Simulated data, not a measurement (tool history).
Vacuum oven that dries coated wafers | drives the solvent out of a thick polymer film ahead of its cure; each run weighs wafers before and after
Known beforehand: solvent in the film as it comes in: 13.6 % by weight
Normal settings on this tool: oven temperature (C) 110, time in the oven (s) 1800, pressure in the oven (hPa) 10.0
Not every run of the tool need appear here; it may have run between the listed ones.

Run 1, day 0.000: usual settings. Result: solvent left in the film (%) 1.17.
Run 2, day 0.533: usual settings but time in the oven (s) 1260. Result: solvent left in the film (%) 2.09.
Run 3, day 1.412: usual settings but time in the oven (s) 3000. Result: solvent left in the film (%) 0.62.
Run 4, day 1.879: usual settings. Result: solvent left in the film (%) 1.18.
Run 5, day 2.725: usual settings but pressure in the oven (hPa) 8.5. Result: solvent left in the film (%) 1.11.
Run 6, day 3.621: usual settings but pressure in the oven (hPa) 8.5. Result: solvent left in the film (%) 1.11.
Run 7, day 4.329: usual settings but pressure in the oven (hPa) 8.5. Result: solvent left in the film (%) 1.13.
Run 8, day 4.992: usual settings. Result: solvent left in the film (%) 1.19.
Run 9, day 5.971: usual settings. Result: solvent left in the film (%) 1.20.
Run 10, day 6.779: usual settings. Result: solvent left in the film (%) 1.19.
Run 11, day 7.429: usual settings but oven temperature (C) 109, time in the oven (s) 2100, pressure in the oven (hPa) 6.7. Result: solvent left in the film (%) 0.94.
Run 12, day 8.429: usual settings but oven temperature (C) 109, time in the oven (s) 2100, pressure in the oven (hPa) 6.7. Result: solvent left in the film (%) 0.90.
Run 13, day 9.492: usual settings but oven temperature (C) 109, time in the oven (s) 2100, pressure in the oven (hPa) 6.7. Result: solvent left in the film (%) 0.91.
Run 14, day 9.979: usual settings but oven temperature (C) 109, time in the oven (s) 2100, pressure in the oven (hPa) 6.7. Result: solvent left in the film (%) 0.90.
Run 15, day 10.475: usual settings but oven temperature (C) 106, time in the oven (s) 1680, pressure in the oven (hPa) 39.9. Result: solvent left in the film (%) 3.47.
Run 16, day 11.212: usual settings but time in the oven (s) 960, pressure in the oven (hPa) 14.3. Result: solvent left in the film (%) 3.19.
Run 17, day 12.196: usual settings but time in the oven (s) 960, pressure in the oven (hPa) 14.3. Result: solvent left in the film (%) 3.24.
Run 18, day 13.117: usual settings but oven temperature (C) 113, time in the oven (s) 960, pressure in the oven (hPa) 14.3. Result: solvent left in the film (%) 2.60.
Run 19, day 13.929: usual settings but oven temperature (C) 113, time in the oven (s) 960, pressure in the oven (hPa) 14.3. Result: solvent left in the film (%) 2.57.
Run 20, day 14.575: usual settings but oven temperature (C) 113, time in the oven (s) 960, pressure in the oven (hPa) 14.3. Result: solvent left in the film (%) 2.64.

Measured less the same run without the tool's hidden state. The same run-to-run variation is in both; the gauge's scatter may not be:
The hidden state here: true wafer temperature over the reading, C; true pressure over the reading, kPa; drift of the gauge itself on solvent_pct, %.
run  solvent left in the film (%)
  1                         +0.09
  2                         +0.14
  3                         +0.05
  4                         +0.10
  5                         +0.11
  6                         +0.11
  7                         +0.12
  8                         +0.12
  9                         +0.13
 10                         +0.12
 11                         +0.12
 12                         +0.12
 13                         +0.12
 14                         +0.13
 15                         +0.23
 16                         +0.23
 17                         +0.25
 18                         +0.22
 19                         +0.23
 20                         +0.24

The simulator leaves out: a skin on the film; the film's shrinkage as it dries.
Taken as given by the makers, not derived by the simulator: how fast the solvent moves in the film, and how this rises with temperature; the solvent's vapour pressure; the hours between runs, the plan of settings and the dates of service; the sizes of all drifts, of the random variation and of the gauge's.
